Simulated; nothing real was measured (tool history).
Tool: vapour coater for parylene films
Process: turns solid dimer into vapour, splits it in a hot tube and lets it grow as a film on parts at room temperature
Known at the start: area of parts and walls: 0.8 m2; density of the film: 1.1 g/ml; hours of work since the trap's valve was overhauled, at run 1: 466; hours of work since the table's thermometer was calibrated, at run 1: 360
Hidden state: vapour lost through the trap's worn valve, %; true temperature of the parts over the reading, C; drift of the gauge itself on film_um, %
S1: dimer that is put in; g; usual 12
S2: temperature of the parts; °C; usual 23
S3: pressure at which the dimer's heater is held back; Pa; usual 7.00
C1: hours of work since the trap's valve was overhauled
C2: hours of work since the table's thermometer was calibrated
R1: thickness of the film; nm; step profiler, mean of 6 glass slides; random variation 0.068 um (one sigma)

run 1 hour=0.0 | S1=12 S2=23 S3=7.00 | C1=466 C2=360 | R1=8240
run 2 hour=35.8 | S1=12 S2=23 S3=7.00 | C1=496 C2=391 | R1=8340
-- hour=51.7 trap's valve overhauled
run 3 hour=103.1 | S1=12 S2=23 S3=7.00 | C1=44 C2=445 | R1=8840
run 4 hour=162.3 | S1=12 S2=23 S3=7.00 | C1=95 C2=496 | R1=8830
run 5 hour=206.1 | S1=12 S2=23 S3=7.00 | C1=132 C2=533 | R1=8670
run 6 hour=249.0 | S1=12 S2=23 S3=7.00 | C1=169 C2=570 | R1=8630
run 7 hour=333.5 | S1=12 S2=23 S3=7.00 | C1=242 C2=643 | R1=8660
run 8 hour=385.4 | S1=12 S2=23 S3=7.00 | C1=286 C2=687 | R1=8560
run 9 hour=455.2 | S1=12 S2=23 S3=7.00 | C1=346 C2=747 | R1=8390
run 10 hour=512.2 | S1=12 S2=23 S3=7.00 | C1=395 C2=796 | R1=8440
run 11 hour=580.2 | S1=12 S2=23 S3=7.00 | C1=453 C2=854 | R1=8320
run 12 hour=617.9 | S1=6 S2=18 S3=3.97 | C1=486 C2=887 | R1=4770
-- hour=640.3 trap's valve overhauled
run 13 hour=707.1 | S1=7 S2=17 S3=5.87 | C1=57 C2=960 | R1=5810
run 14 hour=773.5 | S1=5 S2=23 S3=5.13 | C1=114 C2=1017 | R1=3770
run 15 hour=838.2 | S1=10 S2=17 S3=4.63 | C1=170 C2=1072 | R1=8440
run 16 hour=906.8 | S1=6 S2=17 S3=4.63 | C1=229 C2=1131 | R1=4940
run 17 hour=960.2 | S1=6 S2=17 S3=4.63 | C1=275 C2=1177 | R1=4930
run 18 hour=1019.0 | S1=6 S2=17 S3=4.63 | C1=325 C2=1227 | R1=4820
run 19 hour=1106.1 | S1=13 S2=23 S3=2.49 | C1=400 C2=1302 | R1=10130

Forecast each of these 4 alternatives for the next run:
run A hour=1147.4 | S1=21 S2=33 S3=2.56 | C1=435 C2=1338 | R1=?
run B hour=1147.4 | S1=12 S2=23 S3=11.95 | C1=435 C2=1338 | R1=?
run C hour=1147.4 | S1=17 S2=23 S3=2.93 | C1=435 C2=1338 | R1=?
run D hour=1147.4 | S1=15 S2=23 S3=2.49 | C1=435 C2=1338 | R1=?

run=A R1=13870
run=B R1=7820
run=C R1=12960
run=D R1=11650
Without the tool's hidden state the same runs would have given:
run=A R1=14810
run=B R1=8360
run=C R1=13840
run=D R1=12440
